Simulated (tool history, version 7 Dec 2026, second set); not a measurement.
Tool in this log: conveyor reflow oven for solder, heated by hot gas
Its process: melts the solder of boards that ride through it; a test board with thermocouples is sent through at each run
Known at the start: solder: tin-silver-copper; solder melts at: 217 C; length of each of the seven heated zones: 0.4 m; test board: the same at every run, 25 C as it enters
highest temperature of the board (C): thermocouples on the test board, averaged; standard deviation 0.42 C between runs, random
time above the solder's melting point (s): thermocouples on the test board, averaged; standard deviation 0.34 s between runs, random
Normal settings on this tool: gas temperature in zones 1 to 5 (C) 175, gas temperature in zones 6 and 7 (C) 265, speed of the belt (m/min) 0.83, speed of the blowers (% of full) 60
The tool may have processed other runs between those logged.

run   hour  gas temperature in zones 1 to 5 (C)  gas temperature in zones 6 and 7 (C)  speed of the belt (m/min)  speed of the blowers (% of full)  highest temperature of the board (C)  time above the solder's melting point (s)
  1      0                                  175                                   265                       0.83                                60                                 243.7                                       36.6
  2    7.8                                  175                                   265                       0.83                                60                                 243.3                                       36.3
  3   21.1                                  175                                   265                       0.83                                68                                 245.3                                       38.6
  4   39.7                                  175                                   265                       0.83                                68                                 244.8                                         39
  5   55.3                                  175                                   265                       0.83                                68                                   246                                       38.9
      61.6  -- flux residue cleaned out of gas plates and filters
  6   69.5                                  175                                   265                       0.83                                60                                 241.6                                       35.6
  7   80.9                                  175                                   275                       0.83                                60                                 250.4                                       41.3
  8   97.5                                  175                                   265                       0.83                                85                                   247                                       40.5
  9  106.4                                  175                                   265                      0.905                                60                                 238.4                                       28.8
 10  116.9                                  175                                   265                       0.83                                60                                 241.8                                       35.2
 11  135.4                                  175                                   253                       0.83                                60                                 231.3                                       26.1
 12  151.5                                  175                                   265                       0.83                                60                                   242                                       34.8
     162.6  -- flux residue cleaned out of gas plates and filters, once more
 13  171.8                                  185                                   265                       0.83                                60                                 246.8                                       43.2
 14  187.6                                  185                                   265                       0.83                                88                                 253.1                                         48
 15  206.5                                  185                                   265                       0.83                                88                                 251.7                                       47.4
 16  215.8                                  185                                   265                       0.83                                88                                 251.8                                       47.2
 17  227.4                                  185                                   265                       0.83                                88                                 251.9                                       47.7
 18  238.2                                  183                                   265                      0.723                                90                                 255.5                                       56.9
 19  247.6                                  175                                   265                       0.74                                52                                 245.7                                       44.3
 20    256                                  175                                   265                       0.74                                52                                 245.4                                       44.1
 21  274.7                                  175                                   265                       0.74                                52                                 246.6                                       43.6
 22  288.8                                  173                                   277                       0.83                                60                                 253.5                                       43.1
 23  306.6                                  183                                   277                      0.662                                65                                 264.1                                       64.7
 24  324.6                                  175                                   265                      0.856                                60                                 242.3                                       35.3
 25    333                                  185                                   259                       0.83                                85                                 246.1                                       43.6
 26  347.2                                  190                                   265                      0.739                                61                                 250.1                                       54.3
 27    364                                  190                                   265                      0.739                                61                                 249.7                                       53.3
 28  371.9                                  175                                   265                       0.83                                79                                 247.7                                       41.6
 29    390                                  175                                   265                       0.83                                79                                 248.3                                       42.3
 30  408.7                                  175                                   265                       0.83                                79                                 248.3                                       41.9
 31    428                                  188                                   278                      0.668                                69                                 265.2                                         67

Some steps in highest temperature of the board (C), run to run, broken into two amounts with sign: the step expected even without the hidden condition (settings, incoming material, random variation), and the rest, left for the hidden condition together with whatever gauge scatter is not in both the measured and the hidden-condition-free result:
Unlogged tool condition in this case: heat that the gas passes to the board, % of a clean oven's; belt's true speed, % of the reading; true gas temperature in zones 6 and 7 over the reading, C; drift of the gauge itself on peak_c, C; drift of the gauge itself on liquid_s, %.
Run 5 -> 6: speed of the blowers (% of full) 68 -> 60, flux residue cleaned out of gas plates and filters. highest temperature of the board (C) -4.4: hidden state -0.9, all else -3.5.
Run 7 -> 8: gas temperature in zones 6 and 7 (C) 275 -> 265, speed of the blowers (% of full) 60 -> 85. highest temperature of the board (C) -3.4: hidden state -0.3, all else -3.1.
Run 11 -> 12: gas temperature in zones 6 and 7 (C) 253 -> 265. highest temperature of the board (C) +10.7: hidden state -0.3, all else +11.
Run 12 -> 13: gas temperature in zones 1 to 5 (C) 175 -> 185, flux residue cleaned out of gas plates and filters, once more. highest temperature of the board (C) +4.8: hidden state +3.3, all else +1.5.
Run 23 -> 24: gas temperature in zones 1 to 5 (C) 183 -> 175, gas temperature in zones 6 and 7 (C) 277 -> 265, speed of the belt (m/min) 0.662 -> 0.856, speed of the blowers (% of full) 65 -> 60. highest temperature of the board (C) -21.8: hidden state -0.1, all else -21.7.
Run 30 -> 31: gas temperature in zones 1 to 5 (C) 175 -> 188, gas temperature in zones 6 and 7 (C) 265 -> 278, speed of the belt (m/min) 0.83 -> 0.668, speed of the blowers (% of full) 79 -> 69. highest temperature of the board (C) +16.9: hidden state +0.1, all else +16.8.
